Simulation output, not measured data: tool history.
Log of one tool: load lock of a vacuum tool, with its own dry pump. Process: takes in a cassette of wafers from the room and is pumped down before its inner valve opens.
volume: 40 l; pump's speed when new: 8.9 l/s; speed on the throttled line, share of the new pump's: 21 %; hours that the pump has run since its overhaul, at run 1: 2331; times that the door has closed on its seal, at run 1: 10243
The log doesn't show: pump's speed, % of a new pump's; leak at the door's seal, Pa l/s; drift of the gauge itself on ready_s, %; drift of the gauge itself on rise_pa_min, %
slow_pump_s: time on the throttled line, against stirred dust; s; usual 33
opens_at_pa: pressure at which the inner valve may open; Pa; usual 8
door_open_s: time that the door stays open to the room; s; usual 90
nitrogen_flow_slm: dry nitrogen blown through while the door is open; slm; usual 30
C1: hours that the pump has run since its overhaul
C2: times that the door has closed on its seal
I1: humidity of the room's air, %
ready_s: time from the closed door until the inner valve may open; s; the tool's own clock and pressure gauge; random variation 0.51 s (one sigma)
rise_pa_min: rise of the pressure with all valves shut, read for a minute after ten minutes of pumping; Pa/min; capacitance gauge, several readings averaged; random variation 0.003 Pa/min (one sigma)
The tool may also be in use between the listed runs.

{"run": 1, "hour": 0.0, "slow_pump_s": 33, "opens_at_pa": 8, "door_open_s": 90, "nitrogen_flow_slm": 30, "C1": 2331, "C2": 10243, "I1": 43.9, "ready_s": 69.7, "rise_pa_min": 0.156}
{"run": 2, "hour": 86.1, "slow_pump_s": 33, "opens_at_pa": 8, "door_open_s": 152, "nitrogen_flow_slm": 30, "C1": 2418, "C2": 10627, "I1": 43.6, "ready_s": 70.3, "rise_pa_min": 0.183}
{"run": 3, "hour": 207.8, "slow_pump_s": 33, "opens_at_pa": 8, "door_open_s": 152, "nitrogen_flow_slm": 30, "C1": 2539, "C2": 11171, "I1": 43.6, "ready_s": 69.9, "rise_pa_min": 0.194}
{"run": 4, "hour": 345.0, "slow_pump_s": 33, "opens_at_pa": 8, "door_open_s": 152, "nitrogen_flow_slm": 30, "C1": 2676, "C2": 11784, "I1": 40.5, "ready_s": 69.0, "rise_pa_min": 0.203}
{"run": 5, "hour": 423.1, "slow_pump_s": 33, "opens_at_pa": 8, "door_open_s": 90, "nitrogen_flow_slm": 7, "C1": 2755, "C2": 12133, "I1": 44.9, "ready_s": 69.9, "rise_pa_min": 0.216}
{"run": 6, "hour": 546.6, "slow_pump_s": 33, "opens_at_pa": 8, "door_open_s": 90, "nitrogen_flow_slm": 29, "C1": 2878, "C2": 12685, "I1": 43.4, "ready_s": 70.6, "rise_pa_min": 0.213}
{"run": 7, "hour": 671.5, "slow_pump_s": 33, "opens_at_pa": 8, "door_open_s": 90, "nitrogen_flow_slm": 29, "C1": 3003, "C2": 13243, "I1": 43.5, "ready_s": 69.4, "rise_pa_min": 0.22}
{"run": 8, "hour": 799.6, "slow_pump_s": 33, "opens_at_pa": 8, "door_open_s": 86, "nitrogen_flow_slm": 29, "C1": 3131, "C2": 13815, "I1": 44.3, "ready_s": 69.7, "rise_pa_min": 0.224}
{"run": 9, "hour": 873.4, "slow_pump_s": 65, "opens_at_pa": 8, "door_open_s": 90, "nitrogen_flow_slm": 24, "C1": 3205, "C2": 14145, "I1": 45.4, "ready_s": 94.3, "rise_pa_min": 0.247}
{"run": 10, "hour": 986.4, "slow_pump_s": 33, "opens_at_pa": 9, "door_open_s": 90, "nitrogen_flow_slm": 5, "C1": 3318, "C2": 14650, "I1": 46.7, "ready_s": 69.2, "rise_pa_min": 0.273}
{"run": 11, "hour": 1105.1, "slow_pump_s": 33, "opens_at_pa": 9, "door_open_s": 90, "nitrogen_flow_slm": 5, "C1": 3437, "C2": 15180, "I1": 44.9, "ready_s": 69.4, "rise_pa_min": 0.274}
{"run": 12, "hour": 1231.4, "slow_pump_s": 33, "opens_at_pa": 9, "door_open_s": 112, "nitrogen_flow_slm": 5, "C1": 3563, "C2": 15744, "I1": 43.6, "ready_s": 68.8, "rise_pa_min": 0.298}
{"run": 13, "hour": 1380.6, "slow_pump_s": 45, "opens_at_pa": 13, "door_open_s": 90, "nitrogen_flow_slm": 9, "C1": 3712, "C2": 16410, "I1": 46.8, "ready_s": 76.9, "rise_pa_min": 0.307}
{"run": 14, "hour": 1527.6, "slow_pump_s": 22, "opens_at_pa": 15, "door_open_s": 34, "nitrogen_flow_slm": 7, "C1": 3859, "C2": 17067, "I1": 45.8, "ready_s": 58.1, "rise_pa_min": 0.299}
{"run": 15, "hour": 1660.4, "slow_pump_s": 33, "opens_at_pa": 9, "door_open_s": 90, "nitrogen_flow_slm": 4, "C1": 3992, "C2": 17661, "I1": 46.1, "ready_s": 69.2, "rise_pa_min": 0.352}

4 ways to go on from here, each from the tool as it stands after run 15. What would each give?
{"run": "A", "hour": 1815.9, "slow_pump_s": 66, "opens_at_pa": 8, "door_open_s": 32, "nitrogen_flow_slm": 30, "C1": 4147, "C2": 18355, "I1": 45.5, "ready_s": "?", "rise_pa_min": "?"}
{"run": "B", "hour": 1815.9, "slow_pump_s": 55, "opens_at_pa": 6, "door_open_s": 62, "nitrogen_flow_slm": 4, "C1": 4147, "C2": 18355, "I1": 43.1, "ready_s": "?", "rise_pa_min": "?"}
{"run": "C", "hour": 1815.9, "slow_pump_s": 18, "opens_at_pa": 10, "door_open_s": 90, "nitrogen_flow_slm": 30, "C1": 4147, "C2": 18355, "I1": 48.5, "ready_s": "?", "rise_pa_min": "?"}
{"run": "D", "hour": 1815.9, "slow_pump_s": 33, "opens_at_pa": 15, "door_open_s": 90, "nitrogen_flow_slm": 4, "C1": 4147, "C2": 18355, "I1": 45.0, "ready_s": "?", "rise_pa_min": "?"}

run=A ready_s=95.7 rise_pa_min=0.318
run=B ready_s=88.9 rise_pa_min=0.353
run=C ready_s=56.9 rise_pa_min=0.342
run=D ready_s=66.8 rise_pa_min=0.356
Without the tool's hidden state the same runs would have given:
run=A ready_s=94.5 rise_pa_min=0.023
run=B ready_s=87.5 rise_pa_min=0.055
run=C ready_s=55.2 rise_pa_min=0.042
run=D ready_s=65.5 rise_pa_min=0.061
